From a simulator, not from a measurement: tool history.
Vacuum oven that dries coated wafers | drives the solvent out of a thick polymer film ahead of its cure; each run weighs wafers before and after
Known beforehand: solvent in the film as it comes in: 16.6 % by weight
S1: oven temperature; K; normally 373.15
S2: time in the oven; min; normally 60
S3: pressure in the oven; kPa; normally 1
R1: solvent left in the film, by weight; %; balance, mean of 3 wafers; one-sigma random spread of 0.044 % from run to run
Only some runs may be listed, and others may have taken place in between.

| run | day | S1 | S2 | S3 | R1 |
|---|---|---|---|---|---|
| 1 | 0 | 373.15 | 60 | 1 | 1.19 |
| 2 | 2.208 | 364.15 | 60 | 1 | 3.56 |
| 3 | 5.083 | 373.15 | 60 | 2.91 | 1.71 |
| 4 | 8.617 | 369.15 | 60 | 2.91 | 2.55 |
| 5 | 11.283 | 369.15 | 60 | 2.91 | 2.57 |
| 6 | 14.3 | 369.15 | 60 | 0.57 | 1.88 |
| 7 | 16.879 | 373.15 | 60 | 1 | 1.15 |
| 8 | 18.696 | 373.15 | 36 | 1 | 2.67 |
| 9 | 20.629 | 373.15 | 55 | 1 | 1.31 |
| 10 | 24.354 | 373.15 | 55 | 1 | 1.31 |
| 11 | 26.029 | 373.15 | 60 | 1 | 1.16 |
| 12 | 28.462 | 373.15 | 60 | 1 | 1.07 |
| 13 | 30.546 | 373.15 | 60 | 0.75 | 0.95 |
| 14 | 32.512 | 373.15 | 60 | 0.75 | 0.95 |
| 15 | 34.229 | 373.15 | 60 | 0.75 | 1.03 |
| 16 | 38.192 | 373.15 | 60 | 1.13 | 1.15 |
| 17 | 40.642 | 373.15 | 60 | 1.13 | 1.11 |
| 18 | 43.358 | 373.15 | 60 | 1.13 | 1.16 |
| 19 | 46.954 | 373.15 | 60 | 1.13 | 1.08 |
| 20 | 48.738 | 373.15 | 60 | 1.13 | 1.06 |
|  | 50.525 | vacuum gauge cleaned of residue and calibrated |
| 21 | 50.712 | 378.15 | 35 | 2.53 | 1.73 |
| 22 | 53.804 | 373.15 | 65 | 3.89 | 1.62 |
| 23 | 56.833 | 380.15 | 57 | 2.06 | 0.69 |
| 24 | 59.454 | 377.15 | 60 | 2.32 | 0.85 |
| 25 | 61.667 | 359.15 | 60 | 1 | 4.9 |
| 26 | 65.417 | 373.15 | 74 | 3.04 | 1.18 |
| 27 | 68.575 | 374.15 | 94 | 1.85 | 0.54 |
| 28 | 72.046 | 370.15 | 69 | 2.88 | 1.6 |
| 29 | 74.096 | 376.15 | 35 | 2.11 | 1.98 |
|  | 74.358 | oven's thermocouples calibrated |
| 30 | 76.196 | 383.15 | 31 | 0.81 | 1.12 |
| 31 | 79.121 | 372.15 | 82 | 1 | 0.72 |
| 32 | 80.75 | 382.15 | 60 | 1 | 0.34 |
| 33 | 83.858 | 382.15 | 60 | 1 | 0.35 |
| 34 | 86.217 | 382.15 | 60 | 1 | 0.38 |
| 35 | 88.071 | 382.15 | 60 | 0.72 | 0.26 |
| 36 | 90.717 | 382.15 | 60 | 0.72 | 0.17 |
| 37 | 92.667 | 372.15 | 70 | 1.05 | 1.02 |
| 38 | 95.354 | 368.15 | 106 | 1.18 | 0.92 |
| 39 | 98.496 | 379.15 | 58 | 0.51 | 0.37 |
| 40 | 100.854 | 379.15 | 58 | 0.51 | 0.38 |

5 ways to go on from here, each from the tool as it stands after run 40. What would each give?
| A | 103.912 | 364.15 | 93 | 2.92 | ? |
| B | 103.912 | 373.15 | 55 | 3.04 | ? |
| C | 103.912 | 373.15 | 99 | 1 | ? |
| D | 103.912 | 379.15 | 33 | 0.51 | ? |
| E | 103.912 | 380.15 | 60 | 1.13 | ? |

| run | R1 |
|---|---|
| A | 2.57 |
| B | 2.05 |
| C | 0.42 |
| D | 1.52 |
| E | 0.45 |
Take away the tool's hidden state, keep each run's random variation, and the runs would have read:
| run | R1 |
|---|---|
| A | 2.64 |
| B | 2.1 |
| C | 0.42 |
| D | 1.58 |
| E | 0.45 |
